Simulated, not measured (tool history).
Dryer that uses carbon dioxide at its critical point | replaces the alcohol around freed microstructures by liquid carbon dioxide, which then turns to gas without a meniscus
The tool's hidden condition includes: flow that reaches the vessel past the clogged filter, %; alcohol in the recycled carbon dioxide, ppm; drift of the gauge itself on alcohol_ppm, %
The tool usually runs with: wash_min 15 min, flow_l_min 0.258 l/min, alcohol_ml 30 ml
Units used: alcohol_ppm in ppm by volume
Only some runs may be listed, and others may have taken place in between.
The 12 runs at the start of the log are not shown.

run	day	wash_min	flow_l_min	alcohol_ml	hours of work since the filter was changed	hours of work since the purifier's bed was changed	alcohol_ppm
13	26.458	15	0.264	30	53	23	162
14	29.342	15	0.264	30	81	51	173
15	30.646	15	0.264	30	93	63	179
16	32.908	10	0.258	30	115	85	1337
17	35.125	10	0.258	30	136	106	1349
18	36.912	10	0.258	30	153	123	1320
19	38.712	10	0.258	27	170	140	1244
20	40.5	10	0.258	27	187	157	1245
21	43.35	10	0.258	27	214	184	1283
22	45.438	10	0.258	27	234	204	1321
23	48.133	10	0.258	118	259	229	5884

For run 24, what comes out?
24	50.342	10	0.258	118	280	250	?

{"run 24": {"alcohol_ppm": 5743}}
On a tool with no hidden condition, and with the same random variation, this run would have come out at alcohol_ppm 4545 ppm by volume.

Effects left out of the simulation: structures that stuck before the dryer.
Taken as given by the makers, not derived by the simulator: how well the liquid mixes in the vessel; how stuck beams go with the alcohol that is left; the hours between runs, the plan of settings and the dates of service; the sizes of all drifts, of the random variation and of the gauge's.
